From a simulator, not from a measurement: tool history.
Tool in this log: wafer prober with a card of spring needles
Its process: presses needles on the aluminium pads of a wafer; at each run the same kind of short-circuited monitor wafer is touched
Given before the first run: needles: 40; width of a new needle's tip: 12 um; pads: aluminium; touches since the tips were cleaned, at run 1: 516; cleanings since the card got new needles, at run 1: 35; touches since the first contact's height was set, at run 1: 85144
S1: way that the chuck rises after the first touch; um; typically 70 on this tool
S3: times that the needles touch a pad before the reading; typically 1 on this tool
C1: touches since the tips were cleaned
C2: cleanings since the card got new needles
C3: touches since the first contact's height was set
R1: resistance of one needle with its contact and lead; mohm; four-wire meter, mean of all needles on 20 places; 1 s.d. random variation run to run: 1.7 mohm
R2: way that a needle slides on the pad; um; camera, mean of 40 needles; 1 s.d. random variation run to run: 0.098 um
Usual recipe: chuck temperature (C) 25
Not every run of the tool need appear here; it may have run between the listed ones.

run 1 day=0.000 | S1=70 chuck_temperature_(C)=25 S3=1 | C1=516 C2=35 C3=85144 | R1=176 R2=18.20
-- day=0.167 tips cleaned on abrasive film
run 2 day=0.167 | S1=70 chuck_temperature_(C)=25 S3=1 | C1=0 C2=36 C3=86918 | R1=169 R2=18.22
-- day=0.379 tips cleaned on abrasive film
run 3 day=0.396 | S1=70 chuck_temperature_(C)=25 S3=1 | C1=163 C2=37 C3=89361 | R1=172 R2=18.17
-- day=0.596 tips cleaned on abrasive film
run 4 day=0.708 | S1=73 chuck_temperature_(C)=25 S3=1 | C1=1228 C2=38 C3=92701 | R1=182 R2=19.16
-- day=0.812 tips cleaned on abrasive film
run 5 day=0.938 | S1=70 chuck_temperature_(C)=25 S3=2 | C1=1392 C2=39 C3=95174 | R1=179 R2=18.10
-- day=1.029 tips cleaned on abrasive film
run 6 day=1.188 | S1=70 chuck_temperature_(C)=25 S3=2 | C1=1696 C2=40 C3=97824 | R1=181 R2=18.51
-- day=1.258 tips cleaned on abrasive film
run 7 day=1.429 | S1=70 chuck_temperature_(C)=25 S3=2 | C1=1869 C2=41 C3=100412 | R1=185 R2=18.20
-- day=1.458 tips cleaned on abrasive film
-- day=1.667 tips cleaned on abrasive film
run 8 day=1.712 | S1=70 chuck_temperature_(C)=25 S3=2 | C1=505 C2=43 C3=103400 | R1=172 R2=18.20
-- day=1.892 tips cleaned on abrasive film
run 9 day=2.025 | S1=70 chuck_temperature_(C)=25 S3=2 | C1=1469 C2=44 C3=106778 | R1=181 R2=18.14
-- day=2.104 tips cleaned on abrasive film
-- day=2.312 tips cleaned on abrasive film
run 10 day=2.317 | S1=70 chuck_temperature_(C)=25 S3=2 | C1=70 C2=46 C3=109840 | R1=169 R2=17.99
-- day=2.517 tips cleaned on abrasive film
run 11 day=2.562 | S1=70 chuck_temperature_(C)=25 S3=2 | C1=506 C2=47 C3=112479 | R1=174 R2=18.18
-- day=2.729 tips cleaned on abrasive film
run 12 day=2.729 | S1=70 chuck_temperature_(C)=25 S3=2 | C1=0 C2=48 C3=114229 | R1=170 R2=18.23
-- day=2.946 tips cleaned on abrasive film
run 13 day=2.983 | S1=70 chuck_temperature_(C)=25 S3=2 | C1=433 C2=49 C3=116958 | R1=172 R2=18.12
-- day=3.146 tips cleaned on abrasive film
run 14 day=3.192 | S1=70 chuck_temperature_(C)=25 S3=2 | C1=491 C2=50 C3=119175 | R1=172 R2=18.08
-- day=3.350 tips cleaned on abrasive film
run 15 day=3.525 | S1=70 chuck_temperature_(C)=25 S3=2 | C1=1893 C2=51 C3=122763 | R1=187 R2=18.04
-- day=3.558 tips cleaned on abrasive film
-- day=3.775 tips cleaned on abrasive film
run 16 day=3.800 | S1=70 chuck_temperature_(C)=25 S3=2 | C1=266 C2=53 C3=125654 | R1=171 R2=18.02
run 17 day=3.962 | S1=56 chuck_temperature_(C)=25 S3=3 | C1=2024 C2=53 C3=127412 | R1=185 R2=14.17
-- day=3.992 tips cleaned on abrasive film
run 18 day=4.171 | S1=62 chuck_temperature_(C)=25 S3=3 | C1=1960 C2=54 C3=129643 | R1=180 R2=15.79
-- day=4.208 tips cleaned on abrasive film
run 19 day=4.367 | S1=62 chuck_temperature_(C)=25 S3=3 | C1=1759 C2=55 C3=131742 | R1=182 R2=15.84
-- day=4.412 tips cleaned on abrasive film
-- day=4.612 tips cleaned on abrasive film
run 20 day=4.671 | S1=57 chuck_temperature_(C)=25 S3=3 | C1=604 C2=57 C3=134920 | R1=172 R2=14.42
-- day=4.833 tips cleaned on abrasive film
run 21 day=4.992 | S1=57 chuck_temperature_(C)=25 S3=3 | C1=1742 C2=58 C3=138392 | R1=185 R2=14.34
-- day=5.042 tips cleaned on abrasive film
-- day=5.254 tips cleaned on abrasive film
run 22 day=5.254 | S1=70 chuck_temperature_(C)=105 S3=1 | C1=0 C2=60 C3=141140 | R1=188 R2=17.91
-- day=5.467 tips cleaned on abrasive film
run 23 day=5.500 | S1=70 chuck_temperature_(C)=58 S3=1 | C1=369 C2=61 C3=143762 | R1=184 R2=17.90
-- day=5.679 tips cleaned on abrasive film
run 24 day=5.771 | S1=70 chuck_temperature_(C)=35 S3=3 | C1=983 C2=62 C3=146655 | R1=178 R2=17.86
-- day=5.908 tips cleaned on abrasive film
run 25 day=5.962 | S1=54 chuck_temperature_(C)=35 S3=3 | C1=613 C2=63 C3=148735 | R1=180 R2=13.49
-- day=6.117 tips cleaned on abrasive film
run 26 day=6.279 | S1=80 chuck_temperature_(C)=37 S3=3 | C1=1779 C2=64 C3=152110 | R1=175 R2=20.66
-- day=6.325 tips cleaned on abrasive film
-- day=6.533 tips cleaned on abrasive film
run 27 day=6.562 | S1=70 chuck_temperature_(C)=25 S3=2 | C1=292 C2=66 C3=155087 | R1=172 R2=17.87
-- day=6.742 tips cleaned on abrasive film
run 28 day=6.771 | S1=70 chuck_temperature_(C)=25 S3=2 | C1=309 C2=67 C3=157329 | R1=171 R2=17.72
-- day=6.962 tips cleaned on abrasive film
run 29 day=7.096 | S1=70 chuck_temperature_(C)=78 S3=3 | C1=1471 C2=68 C3=160827 | R1=186 R2=17.74
-- day=7.192 tips cleaned on abrasive film
run 30 day=7.325 | S1=70 chuck_temperature_(C)=26 S3=3 | C1=1444 C2=69 C3=163274 | R1=175 R2=17.82
-- day=7.412 tips cleaned on abrasive film
-- day=7.617 tips cleaned on abrasive film
run 31 day=7.642 | S1=70 chuck_temperature_(C)=26 S3=2 | C1=302 C2=71 C3=166623 | R1=174 R2=17.51
-- day=7.821 tips cleaned on abrasive film
run 32 day=7.929 | S1=69 chuck_temperature_(C)=32 S3=1 | C1=1168 C2=72 C3=169691 | R1=186 R2=17.37

What if the next run were any one of these 4? Each begins from the tool's condition after run 32:
-- day=8.033 tips cleaned on abrasive film
run A day=8.162 | S1=53 chuck_temperature_(C)=25 S3=1 | C1=1390 C2=73 C3=172175 | R1=? R2=?
-- day=8.033 tips cleaned on abrasive film
run B day=8.162 | S1=65 chuck_temperature_(C)=32 S3=1 | C1=1390 C2=73 C3=172175 | R1=? R2=?
-- day=8.033 tips cleaned on abrasive film
run C day=8.162 | S1=57 chuck_temperature_(C)=32 S3=1 | C1=1390 C2=73 C3=172175 | R1=? R2=?
-- day=8.033 tips cleaned on abrasive film
run D day=8.162 | S1=57 chuck_temperature_(C)=39 S3=1 | C1=1390 C2=73 C3=172175 | R1=? R2=?

run=A R1=210 R2=13.00
run=B R1=197 R2=16.43
run=C R1=204 R2=14.06
run=D R1=205 R2=14.15
Had the tool no hidden state, the same runs would have come out as:
run=A R1=169 R2=14.30
run=B R1=169 R2=17.74
run=C R1=169 R2=15.36
run=D R1=170 R2=15.46
